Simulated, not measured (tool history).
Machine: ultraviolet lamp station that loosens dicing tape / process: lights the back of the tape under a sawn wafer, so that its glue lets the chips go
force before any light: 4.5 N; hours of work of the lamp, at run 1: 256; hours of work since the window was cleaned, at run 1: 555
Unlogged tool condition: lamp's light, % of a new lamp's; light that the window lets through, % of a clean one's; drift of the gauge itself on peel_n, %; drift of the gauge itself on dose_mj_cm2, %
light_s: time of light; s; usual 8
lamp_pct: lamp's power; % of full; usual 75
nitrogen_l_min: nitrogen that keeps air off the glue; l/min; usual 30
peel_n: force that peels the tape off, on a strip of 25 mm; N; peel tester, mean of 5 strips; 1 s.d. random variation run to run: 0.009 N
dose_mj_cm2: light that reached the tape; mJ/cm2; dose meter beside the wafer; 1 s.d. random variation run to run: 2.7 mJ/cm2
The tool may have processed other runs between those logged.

run,hour,light_s,lamp_pct,nitrogen_l_min,hours of work of the lamp,hours of work since the window was cleaned,peel_n,dose_mj_cm2
1,0,8,75,30,256,555,0.479,304
2,18.5,8,75,30,268,567,0.475,306
3,55.4,8,75,30,292,591,0.501,304
4,81.6,8,96,30,310,608,0.344,382
5,102.6,8,75,30,323,622,0.497,299
# hour 115.8: window cleaned of glue's vapour
6,141.1,8,75,30,348,16,0.42,323
7,157.1,8,71,30,359,27,0.488,304
8,178.5,8,71,30,373,41,0.476,300
9,198.7,15,77,35,386,54,0.217,610
10,232.6,15,95,35,408,76,0.197,755
11,264.8,5,85,19,429,97,1.019,224
12,281,5,85,19,440,108,0.998,224
13,303.6,5,85,19,454,123,1.063,222
14,321.9,5,85,19,466,135,1.048,220
15,355.9,5,85,19,488,157,1.045,214
16,383.8,7,85,10,507,175,0.982,302

Subtracting, for every run, the result it would have given without the tool's unlogged condition from the measured result gives the following. The same run-to-run variation enters both numbers; the gauge's scatter may not:
run,peel_n,dose_mj_cm2
1,+0.099,-50
2,+0.105,-51
3,+0.114,-54
4,+0.066,-72
5,+0.122,-57
6,+0.059,-33
7,+0.072,-32
8,+0.073,-34
9,+0.006,-71
10,+0.002,-95
11,+0.165,-30
12,+0.166,-31
13,+0.183,-33
14,+0.187,-33
15,+0.198,-35
16,+0.198,-51
